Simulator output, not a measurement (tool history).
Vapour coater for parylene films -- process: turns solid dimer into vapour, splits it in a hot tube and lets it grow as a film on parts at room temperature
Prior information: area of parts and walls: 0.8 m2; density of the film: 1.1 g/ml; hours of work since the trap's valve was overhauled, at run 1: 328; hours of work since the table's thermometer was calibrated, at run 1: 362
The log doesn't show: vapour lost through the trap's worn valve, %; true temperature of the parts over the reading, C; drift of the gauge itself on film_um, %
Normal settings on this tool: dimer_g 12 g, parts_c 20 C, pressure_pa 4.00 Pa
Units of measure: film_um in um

run,hour,dimer_g,parts_c,pressure_pa,hours of work since the trap's valve was overhauled,hours of work since the table's thermometer was calibrated,film_um
1,0.0,12,20,4.00,328,362,6.71
2,22.3,12,20,4.00,347,381,6.67
3,34.7,12,20,4.00,358,392,6.65
4,54.9,12,20,4.00,375,409,6.66
5,64.4,12,20,4.00,384,418,6.61
6,83.1,12,20,4.00,400,434,6.56
7,93.9,12,20,4.00,409,443,6.59
8,110.3,12,20,4.00,424,458,6.56
9,127.4,12,20,5.18,439,473,6.11
10,138.1,12,20,5.18,448,482,6.19
11,161.2,12,20,5.18,468,502,6.11
12,176.1,12,20,5.18,481,515,6.10
13,190.9,12,20,5.18,494,528,6.08
14,207.1,12,20,5.18,508,542,6.11
# hour 212.5: trap's valve overhauled
15,230.8,12,14,4.00,16,559,8.50
16,252.4,12,14,4.00,35,578,8.45
17,264.5,8,14,10.09,45,588,4.58
18,281.9,18,21,4.00,60,604,10.34
19,302.3,12,16,4.00,78,621,7.88
20,323.0,12,20,4.41,96,639,6.86
21,343.3,12,20,4.41,114,657,6.97
22,365.8,12,21,11.74,133,677,5.49
23,387.1,12,20,4.00,152,695,6.92
24,404.7,12,20,4.00,167,711,6.86
25,415.2,13,23,4.45,177,720,6.61
26,428.4,5,32,4.45,188,731,2.00
27,443.5,10,20,3.31,201,744,5.99
28,466.9,5,29,5.14,222,765,2.13
29,489.4,5,29,5.14,241,784,2.08
30,502.3,12,20,6.15,252,796,6.06

Across each entry between runs, compare the hidden state at the last listed run before it with the hidden state at the first listed run after it:
From run 14 to run 15: trap's valve overhauled (hour 212.5)
  vapour lost through the trap's worn valve, %: 10.8 -> 0.4; true temperature of the parts over the reading, C: 0.14 -> 0.15
  what was measured, less what the result would be without the hidden state, film_um: -0.77 -> -0.07 um
